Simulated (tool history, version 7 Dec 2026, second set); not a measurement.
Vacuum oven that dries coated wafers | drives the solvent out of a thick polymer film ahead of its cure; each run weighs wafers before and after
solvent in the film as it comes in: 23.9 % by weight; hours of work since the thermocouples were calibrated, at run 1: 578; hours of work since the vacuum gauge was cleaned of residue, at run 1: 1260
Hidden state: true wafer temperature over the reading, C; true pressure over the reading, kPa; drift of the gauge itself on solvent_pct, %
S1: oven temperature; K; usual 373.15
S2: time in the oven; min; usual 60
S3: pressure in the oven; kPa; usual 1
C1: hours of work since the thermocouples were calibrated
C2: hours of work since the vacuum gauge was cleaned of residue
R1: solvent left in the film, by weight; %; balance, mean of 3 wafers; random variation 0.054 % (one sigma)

run     day      S1  S2    S3    C1    C2    R1
  1       0  373.15  60     1   578  1260  2.05
  2   3.504  373.15  60     1   640  1322  2.08
  3   7.138  377.15  60     1   704  1385  1.51
  4   9.325  377.15  60     1   742  1424  1.36
  5  13.367  377.15  60     1   813  1495  1.51
  6  16.529  377.15  60     1   869  1550  1.54
     17.267  -- vacuum gauge cleaned of residue and calibrated
  7  19.917  373.15  81     1   927    47  1.31
  8  22.771  387.15  41  3.07   977    97  2.38
  9  26.504  387.15  41  3.07  1043   162  2.27
 10  29.083  387.15  41  3.07  1088   208  2.34
     30.525  -- oven's thermocouples calibrated
 11  30.996  387.15  41  3.07     8   240  2.35
 12  34.429  384.15  43  1.65    69   300  1.83
 13  36.275  359.15  60     1   101   332  5.43
 14  39.604  359.15  60     1   160   391  5.36

Forecast each of these 3 alternatives for the next run:
  A  43.179  359.15  70     1  222  454   ?
  B  43.179  378.15  81  1.24  222  454   ?
  C  43.179  367.15  93  0.88  222  454   ?

run    R1
  A  4.54
  B   1.1
  C  1.65
Without the tool's hidden state the same runs would have given:
run    R1
  A  4.52
  B  1.09
  C  1.64

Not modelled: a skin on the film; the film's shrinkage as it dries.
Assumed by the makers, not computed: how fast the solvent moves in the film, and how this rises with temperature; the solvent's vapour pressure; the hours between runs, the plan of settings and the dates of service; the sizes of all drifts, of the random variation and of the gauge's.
